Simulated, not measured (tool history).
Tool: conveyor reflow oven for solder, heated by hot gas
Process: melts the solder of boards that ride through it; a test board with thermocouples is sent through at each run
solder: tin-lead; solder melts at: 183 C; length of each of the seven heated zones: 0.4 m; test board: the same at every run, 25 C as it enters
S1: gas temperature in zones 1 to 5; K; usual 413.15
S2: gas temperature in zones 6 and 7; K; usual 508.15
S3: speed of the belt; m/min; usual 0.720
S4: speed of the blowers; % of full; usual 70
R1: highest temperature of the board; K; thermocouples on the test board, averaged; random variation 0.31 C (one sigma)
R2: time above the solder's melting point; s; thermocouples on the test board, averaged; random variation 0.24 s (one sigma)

{"run": 1, "hour": 0.0, "S1": 413.15, "S2": 508.15, "S3": 0.72, "S4": 70, "R1": 487.45, "R2": 48.0}
{"hour": 35.6, "done": "flux residue cleaned out of gas plates and filters"}
{"run": 2, "hour": 40.1, "S1": 413.15, "S2": 499.15, "S3": 0.72, "S4": 70, "R1": 482.05, "R2": 44.1}
{"run": 3, "hour": 61.3, "S1": 414.15, "S2": 508.15, "S3": 0.72, "S4": 70, "R1": 489.55, "R2": 50.4}
{"run": 4, "hour": 96.2, "S1": 413.15, "S2": 508.15, "S3": 0.734, "S4": 70, "R1": 488.85, "R2": 48.5}
{"run": 5, "hour": 135.4, "S1": 413.15, "S2": 508.15, "S3": 0.72, "S4": 70, "R1": 489.35, "R2": 49.6}
{"run": 6, "hour": 163.2, "S1": 413.15, "S2": 508.15, "S3": 0.721, "S4": 70, "R1": 489.25, "R2": 49.6}
{"run": 7, "hour": 200.4, "S1": 413.15, "S2": 508.15, "S3": 0.721, "S4": 70, "R1": 488.75, "R2": 49.2}
{"run": 8, "hour": 217.5, "S1": 413.15, "S2": 508.15, "S3": 0.72, "S4": 65, "R1": 488.05, "R2": 48.0}
{"run": 9, "hour": 255.4, "S1": 413.15, "S2": 508.15, "S3": 0.72, "S4": 70, "R1": 489.05, "R2": 49.3}
{"run": 10, "hour": 291.8, "S1": 413.15, "S2": 508.15, "S3": 0.72, "S4": 81, "R1": 491.25, "R2": 51.5}
{"run": 11, "hour": 319.2, "S1": 410.15, "S2": 508.15, "S3": 0.72, "S4": 81, "R1": 490.05, "R2": 50.7}
{"run": 12, "hour": 353.4, "S1": 410.15, "S2": 508.15, "S3": 0.72, "S4": 81, "R1": 490.15, "R2": 49.8}
{"run": 13, "hour": 376.7, "S1": 413.15, "S2": 498.15, "S3": 0.723, "S4": 70, "R1": 480.05, "R2": 41.5}
{"run": 14, "hour": 413.2, "S1": 413.15, "S2": 508.15, "S3": 0.72, "S4": 59, "R1": 484.55, "R2": 45.4}
{"run": 15, "hour": 449.1, "S1": 413.15, "S2": 500.15, "S3": 0.704, "S4": 70, "R1": 481.65, "R2": 45.1}
{"run": 16, "hour": 484.8, "S1": 413.15, "S2": 498.15, "S3": 0.621, "S4": 80, "R1": 485.25, "R2": 56.3}
{"run": 17, "hour": 513.9, "S1": 425.15, "S2": 511.15, "S3": 0.72, "S4": 70, "R1": 492.55, "R2": 55.8}

Forecast each of these 3 alternatives for the next run:
{"run": "A", "hour": 546.9, "S1": 413.15, "S2": 508.15, "S3": 0.72, "S4": 61, "R1": "?", "R2": "?"}
{"run": "B", "hour": 546.9, "S1": 420.15, "S2": 511.15, "S3": 0.691, "S4": 70, "R1": "?", "R2": "?"}
{"run": "C", "hour": 546.9, "S1": 413.15, "S2": 508.15, "S3": 0.691, "S4": 70, "R1": "?", "R2": "?"}

run=A R1=484.55 R2=46.0
run=B R1=492.75 R2=56.8
run=C R1=488.85 R2=51.7
Without the tool's hidden state the same runs would have given:
run=A R1=487.05 R2=47.8
run=B R1=495.25 R2=58.1
run=C R1=491.55 R2=53.4
